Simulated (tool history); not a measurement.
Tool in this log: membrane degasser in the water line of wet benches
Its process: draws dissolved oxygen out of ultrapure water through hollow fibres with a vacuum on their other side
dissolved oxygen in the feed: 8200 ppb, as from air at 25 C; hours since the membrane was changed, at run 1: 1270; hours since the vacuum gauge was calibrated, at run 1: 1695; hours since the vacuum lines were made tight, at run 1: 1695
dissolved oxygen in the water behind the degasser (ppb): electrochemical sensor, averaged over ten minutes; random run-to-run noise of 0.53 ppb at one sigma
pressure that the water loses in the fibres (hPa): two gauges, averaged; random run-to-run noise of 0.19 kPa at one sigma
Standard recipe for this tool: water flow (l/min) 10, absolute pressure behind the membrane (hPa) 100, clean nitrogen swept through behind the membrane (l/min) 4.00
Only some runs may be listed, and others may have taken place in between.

run	day	water flow (l/min)	absolute pressure behind the membrane (hPa)	clean nitrogen swept through behind the membrane (l/min)	hours since the membrane was changed	hours since the vacuum gauge was calibrated	hours since the vacuum lines were made tight	dissolved oxygen in the water behind the degasser (ppb)	pressure that the water loses in the fibres (hPa)
1	0.000	10	100	4.00	1270	1695	1695	45.0	395.8
2	0.783	10	100	4.00	1289	1714	1714	43.4	395.9
3	2.550	10	100	4.00	1332	1756	1756	43.4	395.1
4	3.367	10	100	4.00	1351	1776	1776	43.3	396.4
5	4.308	10	100	4.00	1374	1798	1798	44.7	396.1
6	5.138	10	100	4.00	1394	1818	1818	44.4	396.7
7	7.008	10	100	4.00	1439	1863	1863	43.8	392.8
8	7.833	10	100	4.00	1458	1883	1883	43.9	392.8
9	8.717	10	100	4.00	1480	1904	1904	43.9	395.4
10	10.400	10	100	4.00	1520	1944	1944	43.7	393.4
11	11.579	10	100	1.70	1548	1973	1973	99.1	393.8
12	12.462	10	100	4.00	1570	1994	1994	44.3	391.6
13	13.958	10	100	4.00	1605	2030	2030	44.0	389.2
14	15.675	10	100	4.00	1647	2071	2071	43.1	392.5
15	16.950	10	100	4.00	1677	2101	2101	43.6	388.4
16	17.750	10	100	4.00	1696	2121	2121	43.5	390.1
17	19.183	10	196	2.43	1731	2155	2155	165.1	390.0
18	20.129	9	75	3.63	1754	2178	2178	28.0	354.4
19	21.308	10	211	9.13	1782	2206	2206	50.9	386.7
20	23.083	10	211	9.13	1824	2249	2249	50.4	386.9
21	24.321	10	211	9.13	1854	2278	2278	51.4	390.5
22	25.650	9	66	3.81	1886	2310	2310	20.4	349.3
23	26.800	9	66	3.81	1914	2338	2338	21.1	349.2
24	28.321	9	66	3.81	1950	2374	2374	20.6	349.0
25	29.854	10	73	3.52	1987	2411	2411	30.9	391.1
26	31.317	8	73	4.04	2022	2446	2446	20.7	309.2
27	32.171	7	73	8.66	2043	2467	2467	8.8	272.0
28	32.996	7	73	4.80	2062	2487	2487	15.3	271.6
29	34.492	10	199	4.36	2098	2523	2523	96.3	385.7
30	36.329	10	242	2.15	2142	2567	2567	237.1	384.7
# day 37.142: gauge calibrated
31	37.742	10	242	2.15	2176	2601	2601	233.7	398.0

For run 32, what comes out?
32	39.162	12	100	2.51	2210	2635	2635	?	?

dissolved oxygen in the water behind the degasser (ppb): 83.2
pressure that the water loses in the fibres (hPa): 474.1
With no hidden state in the tool, this same run would have given dissolved oxygen in the water behind the degasser (ppb) 83.1, pressure that the water loses in the fibres (hPa) 474.8.
